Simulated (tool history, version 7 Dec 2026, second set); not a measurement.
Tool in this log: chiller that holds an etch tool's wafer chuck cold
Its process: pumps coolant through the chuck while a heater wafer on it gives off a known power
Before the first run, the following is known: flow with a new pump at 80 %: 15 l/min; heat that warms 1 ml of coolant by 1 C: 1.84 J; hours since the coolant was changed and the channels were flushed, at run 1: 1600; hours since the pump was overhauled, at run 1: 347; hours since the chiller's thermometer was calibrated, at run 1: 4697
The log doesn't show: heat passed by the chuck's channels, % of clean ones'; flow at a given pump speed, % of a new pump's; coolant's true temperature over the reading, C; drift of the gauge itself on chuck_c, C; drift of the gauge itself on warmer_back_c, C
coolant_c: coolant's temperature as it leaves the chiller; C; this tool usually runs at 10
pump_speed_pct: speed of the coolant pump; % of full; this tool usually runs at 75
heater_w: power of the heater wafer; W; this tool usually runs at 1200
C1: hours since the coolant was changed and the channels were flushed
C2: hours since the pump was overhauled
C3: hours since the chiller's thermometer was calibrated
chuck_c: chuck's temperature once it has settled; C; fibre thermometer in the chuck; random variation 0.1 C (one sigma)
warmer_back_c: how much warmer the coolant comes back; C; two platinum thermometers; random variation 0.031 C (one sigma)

Run 1, hour 0.0: usual settings; C1 1600; C2 347; C3 4697. Result: chuck_c 23.1 C, warmer_back_c 2.83 C.
Run 2, hour 47.6: usual settings but heater_w 1005 W; C1 1647; C2 394; C3 4744. Result: chuck_c 21.3 C, warmer_back_c 2.37 C.
Run 3, hour 87.4: usual settings but heater_w 1005 W; C1 1687; C2 434; C3 4784. Result: chuck_c 21.1 C, warmer_back_c 2.39 C.
Run 4, hour 137.6: usual settings but heater_w 1005 W; C1 1737; C2 484; C3 4834. Result: chuck_c 21.4 C, warmer_back_c 2.40 C.
Run 5, hour 186.7: usual settings but heater_w 1005 W; C1 1787; C2 534; C3 4883. Result: chuck_c 21.3 C, warmer_back_c 2.38 C.
Run 6, hour 218.7: usual settings but heater_w 1005 W; C1 1818; C2 565; C3 4915. Result: chuck_c 21.2 C, warmer_back_c 2.36 C.
Run 7, hour 259.2: usual settings; C1 1859; C2 606; C3 4956. Result: chuck_c 23.3 C, warmer_back_c 2.78 C.
Run 8, hour 292.2: usual settings; C1 1892; C2 639; C3 4989. Result: chuck_c 23.5 C, warmer_back_c 2.81 C.
Run 9, hour 322.2: usual settings; C1 1922; C2 669; C3 5019. Result: chuck_c 23.5 C, warmer_back_c 2.84 C.
Run 10, hour 376.7: usual settings but pump_speed_pct 97 % of full; C1 1977; C2 724; C3 5073. Result: chuck_c 21.4 C, warmer_back_c 2.16 C.
Run 11, hour 412.0: usual settings but pump_speed_pct 97 % of full; C1 2012; C2 759; C3 5109. Result: chuck_c 21.3 C, warmer_back_c 2.18 C.
Run 12, hour 453.0: usual settings but heater_w 1787 W; C1 2053; C2 800; C3 5150. Result: chuck_c 30.0 C, warmer_back_c 4.22 C.
Run 13, hour 487.7: usual settings; C1 2087; C2 834; C3 5184. Result: chuck_c 23.7 C, warmer_back_c 2.84 C.
Run 14, hour 516.8: usual settings; C1 2117; C2 864; C3 5213. Result: chuck_c 23.4 C, warmer_back_c 2.81 C.
Run 15, hour 559.8: usual settings but pump_speed_pct 67 % of full; C1 2160; C2 907; C3 5256. Result: chuck_c 24.5 C, warmer_back_c 3.17 C.
At hour 592.4: chiller's thermometer calibrated.
Run 16, hour 595.3: usual settings but pump_speed_pct 67 % of full; C1 2194; C2 941; C3 3. Result: chuck_c 24.0 C, warmer_back_c 3.19 C.
Run 17, hour 625.4: usual settings but coolant_c 2 C, pump_speed_pct 96 % of full, heater_w 638 W; C1 2224; C2 971; C3 33. Result: chuck_c 7.9 C, warmer_back_c 1.20 C.
Run 18, hour 667.2: usual settings but coolant_c 3 C, pump_speed_pct 72 % of full, heater_w 856 W; C1 2266; C2 1013; C3 75. Result: chuck_c 12.5 C, warmer_back_c 2.09 C.
Run 19, hour 722.2: usual settings but coolant_c 17 C, pump_speed_pct 99 % of full, heater_w 980 W; C1 2321; C2 1068; C3 130. Result: chuck_c 25.8 C, warmer_back_c 1.77 C.
Run 20, hour 759.3: usual settings but coolant_c 8 C, pump_speed_pct 68 % of full, heater_w 980 W; C1 2358; C2 1105; C3 167. Result: chuck_c 19.5 C, warmer_back_c 2.59 C.
Run 21, hour 799.3: usual settings but coolant_c 8 C, pump_speed_pct 68 % of full, heater_w 980 W; C1 2398; C2 1145; C3 207. Result: chuck_c 19.4 C, warmer_back_c 2.60 C.
Run 22, hour 852.0: usual settings but coolant_c 8 C, pump_speed_pct 68 % of full, heater_w 980 W; C1 2451; C2 1198; C3 260. Result: chuck_c 19.4 C, warmer_back_c 2.58 C.
Run 23, hour 877.0: usual settings but coolant_c 8 C, pump_speed_pct 68 % of full, heater_w 980 W; C1 2476; C2 1223; C3 285. Result: chuck_c 19.6 C, warmer_back_c 2.59 C.
Run 24, hour 921.2: usual settings but coolant_c 8 C, pump_speed_pct 68 % of full, heater_w 980 W; C1 2520; C2 1267; C3 329. Result: chuck_c 19.5 C, warmer_back_c 2.60 C.
Run 25, hour 981.0: usual settings but heater_w 849 W; C1 2580; C2 1327; C3 389. Result: chuck_c 19.3 C, warmer_back_c 2.14 C.
Run 26, hour 1017.0: usual settings but pump_speed_pct 64 % of full, heater_w 849 W; C1 2616; C2 1363; C3 425. Result: chuck_c 20.2 C, warmer_back_c 2.42 C.
Run 27, hour 1043.7: usual settings but pump_speed_pct 72 % of full; C1 2643; C2 1390; C3 451. Result: chuck_c 23.5 C, warmer_back_c 2.98 C.
Run 28, hour 1099.3: usual settings but pump_speed_pct 72 % of full; C1 2698; C2 1445; C3 507. Result: chuck_c 23.8 C, warmer_back_c 2.98 C.
Run 29, hour 1143.6: usual settings but pump_speed_pct 72 % of full; C1 2742; C2 1489; C3 551. Result: chuck_c 23.5 C, warmer_back_c 2.94 C.
Run 30, hour 1174.9: usual settings but coolant_c 19 C, pump_speed_pct 66 % of full, heater_w 1531 W; C1 2774; C2 1521; C3 582. Result: chuck_c 37.2 C, warmer_back_c 4.17 C.
Run 31, hour 1230.8: usual settings but coolant_c 19 C, pump_speed_pct 66 % of full, heater_w 1531 W; C1 2830; C2 1577; C3 638. Result: chuck_c 37.3 C, warmer_back_c 4.16 C.
Run 32, hour 1281.7: usual settings but pump_speed_pct 70 % of full, heater_w 1391 W; C1 2881; C2 1627; C3 689. Result: chuck_c 26.0 C, warmer_back_c 3.54 C.

Below are 4 alternative next runs, each starting from the tool's condition after run 32. Predict each:
Run A, hour 1322.9: usual settings but coolant_c 4 C, pump_speed_pct 74 % of full; C1 2922; C2 1669; C3 730. Result: chuck_c ?, warmer_back_c ?.
Run B, hour 1322.9: usual settings but coolant_c 16 C, heater_w 680 W; C1 2922; C2 1669; C3 730. Result: chuck_c ?, warmer_back_c ?.
Run C, hour 1322.9: usual settings but heater_w 973 W; C1 2922; C2 1669; C3 730. Result: chuck_c ?, warmer_back_c ?.
Run D, hour 1322.9: usual settings but coolant_c 2 C, pump_speed_pct 74 % of full, heater_w 958 W; C1 2922; C2 1669; C3 730. Result: chuck_c ?, warmer_back_c ?.

run  chuck_c  warmer_back_c
  A     17.3           2.93
  B     23.6           1.63
  C     20.8           2.30
  D     12.8           2.32
What these runs would have given with no unlogged condition in the tool:
run  chuck_c  warmer_back_c
  A     16.5           2.84
  B     23.1           1.58
  C     20.1           2.22
  D     12.1           2.25
